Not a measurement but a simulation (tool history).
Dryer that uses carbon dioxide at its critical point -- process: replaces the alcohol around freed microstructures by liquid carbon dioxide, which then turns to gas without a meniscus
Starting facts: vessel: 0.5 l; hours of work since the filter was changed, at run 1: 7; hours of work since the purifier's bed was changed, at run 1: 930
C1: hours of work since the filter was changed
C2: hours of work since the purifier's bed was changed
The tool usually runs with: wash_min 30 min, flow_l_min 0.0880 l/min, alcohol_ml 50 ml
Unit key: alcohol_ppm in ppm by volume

{"run": 1, "hour": 0.0, "wash_min": 30, "flow_l_min": 0.088, "alcohol_ml": 50, "C1": 7, "C2": 930, "alcohol_ppm": 2214}
{"run": 2, "hour": 36.2, "wash_min": 30, "flow_l_min": 0.088, "alcohol_ml": 50, "C1": 28, "C2": 950, "alcohol_ppm": 2465}
{"run": 3, "hour": 75.7, "wash_min": 30, "flow_l_min": 0.088, "alcohol_ml": 50, "C1": 51, "C2": 973, "alcohol_ppm": 2530}
{"run": 4, "hour": 124.6, "wash_min": 30, "flow_l_min": 0.088, "alcohol_ml": 83, "C1": 79, "C2": 1001, "alcohol_ppm": 4425}
{"run": 5, "hour": 162.6, "wash_min": 30, "flow_l_min": 0.088, "alcohol_ml": 50, "C1": 101, "C2": 1023, "alcohol_ppm": 2904}
{"run": 6, "hour": 188.3, "wash_min": 30, "flow_l_min": 0.088, "alcohol_ml": 50, "C1": 115, "C2": 1038, "alcohol_ppm": 3110}
{"run": 7, "hour": 230.8, "wash_min": 30, "flow_l_min": 0.088, "alcohol_ml": 76, "C1": 140, "C2": 1062, "alcohol_ppm": 4919}
{"run": 8, "hour": 264.6, "wash_min": 25, "flow_l_min": 0.088, "alcohol_ml": 111, "C1": 159, "C2": 1082, "alcohol_ppm": 12678}
{"run": 9, "hour": 292.7, "wash_min": 27, "flow_l_min": 0.1025, "alcohol_ml": 50, "C1": 175, "C2": 1098, "alcohol_ppm": 3039}
{"run": 10, "hour": 339.2, "wash_min": 23, "flow_l_min": 0.088, "alcohol_ml": 50, "C1": 202, "C2": 1125, "alcohol_ppm": 8050}
{"run": 11, "hour": 364.7, "wash_min": 23, "flow_l_min": 0.088, "alcohol_ml": 50, "C1": 217, "C2": 1139, "alcohol_ppm": 8055}
{"run": 12, "hour": 393.7, "wash_min": 20, "flow_l_min": 0.086, "alcohol_ml": 32, "C1": 234, "C2": 1156, "alcohol_ppm": 7910}
{"hour": 416.7, "done": "inlet filter changed"}
{"run": 13, "hour": 436.1, "wash_min": 20, "flow_l_min": 0.086, "alcohol_ml": 32, "C1": 11, "C2": 1180, "alcohol_ppm": 5588}

Measured minus without-hidden-state, run by run (identical run-to-run variation in each term; gauge scatter may differ):
Unlogged tool condition in this case: flow that reaches the vessel past the clogged filter, %; alcohol in the recycled carbon dioxide, ppm; drift of the gauge itself on alcohol_ppm, %.
run=1 alcohol_ppm=+246
run=2 alcohol_ppm=+384
run=3 alcohol_ppm=+510
run=4 alcohol_ppm=+1040
run=5 alcohol_ppm=+874
run=6 alcohol_ppm=+1017
run=7 alcohol_ppm=+1761
run=8 alcohol_ppm=+4149
run=9 alcohol_ppm=+1365
run=10 alcohol_ppm=+2996
run=11 alcohol_ppm=+3144
run=12 alcohol_ppm=+2893
run=13 alcohol_ppm=+464
